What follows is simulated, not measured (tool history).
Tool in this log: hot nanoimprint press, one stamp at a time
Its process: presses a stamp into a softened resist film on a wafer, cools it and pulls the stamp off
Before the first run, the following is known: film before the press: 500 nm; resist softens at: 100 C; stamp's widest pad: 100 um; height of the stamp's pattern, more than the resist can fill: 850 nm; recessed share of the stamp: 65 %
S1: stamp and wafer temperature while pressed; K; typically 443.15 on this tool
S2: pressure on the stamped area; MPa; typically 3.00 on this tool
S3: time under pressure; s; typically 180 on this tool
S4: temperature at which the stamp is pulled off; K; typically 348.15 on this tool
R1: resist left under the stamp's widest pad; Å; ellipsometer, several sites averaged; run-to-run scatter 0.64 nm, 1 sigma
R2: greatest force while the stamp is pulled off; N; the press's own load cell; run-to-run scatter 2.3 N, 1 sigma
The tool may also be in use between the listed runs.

| run | day | S1 | S2 | S3 | S4 | R1 | R2 |
|---|---|---|---|---|---|---|---|
| 1 | 0.000 | 443.15 | 3.00 | 180 | 348.15 | 1716 | 110 |
| 2 | 1.933 | 443.15 | 3.00 | 180 | 348.15 | 1715 | 113 |
| 3 | 3.238 | 443.15 | 3.00 | 180 | 348.15 | 1719 | 118 |
| 4 | 5.400 | 443.15 | 3.00 | 180 | 348.15 | 1702 | 117 |
| 5 | 7.533 | 443.15 | 3.00 | 180 | 348.15 | 1691 | 124 |
|  | 8.762 | plate thermocouple calibrated |
| 6 | 10.233 | 443.15 | 3.00 | 168 | 348.15 | 1919 | 124 |
| 7 | 12.700 | 443.15 | 3.00 | 180 | 348.15 | 1851 | 142 |
| 8 | 14.375 | 443.15 | 3.00 | 180 | 348.15 | 1846 | 140 |
| 9 | 15.775 | 443.15 | 3.00 | 180 | 348.15 | 1841 | 135 |
| 10 | 17.783 | 443.15 | 3.00 | 180 | 348.15 | 1822 | 137 |
| 11 | 19.471 | 443.15 | 3.00 | 180 | 348.15 | 1811 | 148 |
|  | 21.092 | stamp cleaned and given a new release coat |
| 12 | 21.092 | 443.15 | 3.00 | 180 | 338.15 | 1817 | 111 |
| 13 | 22.338 | 443.15 | 3.00 | 180 | 348.15 | 1802 | 104 |
| 14 | 24.312 | 443.15 | 3.00 | 180 | 348.15 | 1792 | 107 |
| 15 | 26.612 | 443.15 | 3.00 | 180 | 348.15 | 1792 | 116 |
| 16 | 27.829 | 443.15 | 2.73 | 103 | 351.15 | 2265 | 113 |
| 17 | 29.450 | 453.15 | 2.73 | 103 | 340.15 | 1404 | 122 |
| 18 | 32.038 | 453.15 | 2.73 | 103 | 340.15 | 1392 | 125 |
|  | 33.712 | plate thermocouple calibrated |
| 19 | 34.662 | 453.15 | 2.73 | 103 | 340.15 | 1485 | 131 |
| 20 | 36.829 | 443.15 | 3.00 | 341 | 348.15 | 1474 | 127 |
| 21 | 39.304 | 443.15 | 3.00 | 341 | 348.15 | 1478 | 132 |
| 22 | 41.204 | 450.15 | 3.01 | 173 | 353.15 | 1313 | 134 |
| 23 | 42.821 | 450.15 | 3.01 | 173 | 353.15 | 1304 | 135 |
|  | 44.825 | press's hydraulic seals changed and the load cell set to zero |
| 24 | 44.971 | 450.15 | 3.01 | 173 | 353.15 | 1231 | 141 |
|  | 47.612 | stamp cleaned and given a new release coat |
| 25 | 47.612 | 455.15 | 3.74 | 110 | 352.15 | 998 | 101 |
| 26 | 49.088 | 455.15 | 2.48 | 213 | 352.15 | 997 | 107 |
| 27 | 51.408 | 443.15 | 1.88 | 180 | 349.15 | 2208 | 106 |
| 28 | 52.804 | 443.15 | 1.88 | 180 | 349.15 | 2200 | 114 |
| 29 | 54.529 | 443.15 | 3.00 | 180 | 340.15 | 1667 | 123 |

Consider 4 possible next runs. They are alternatives, not a sequence: every one starts from the tool as it was left by run 29. What does each give?
| A | 56.888 | 450.15 | 3.00 | 124 | 348.15 | ? | ? |
| B | 56.888 | 451.15 | 3.00 | 312 | 341.15 | ? | ? |
| C | 56.888 | 439.15 | 3.57 | 180 | 340.15 | ? | ? |
| D | 56.888 | 443.15 | 1.87 | 277 | 338.15 | ? | ? |

| run | R1 | R2 |
|---|---|---|
| A | 1349 | 121 |
| B | 911 | 122 |
| C | 1851 | 126 |
| D | 1880 | 128 |
With the hidden condition removed and each run's random variation left untouched, the same runs would have given:
| run | R1 | R2 |
|---|---|---|
| A | 1446 | 107 |
| B | 977 | 107 |
| C | 2000 | 111 |
| D | 2028 | 113 |

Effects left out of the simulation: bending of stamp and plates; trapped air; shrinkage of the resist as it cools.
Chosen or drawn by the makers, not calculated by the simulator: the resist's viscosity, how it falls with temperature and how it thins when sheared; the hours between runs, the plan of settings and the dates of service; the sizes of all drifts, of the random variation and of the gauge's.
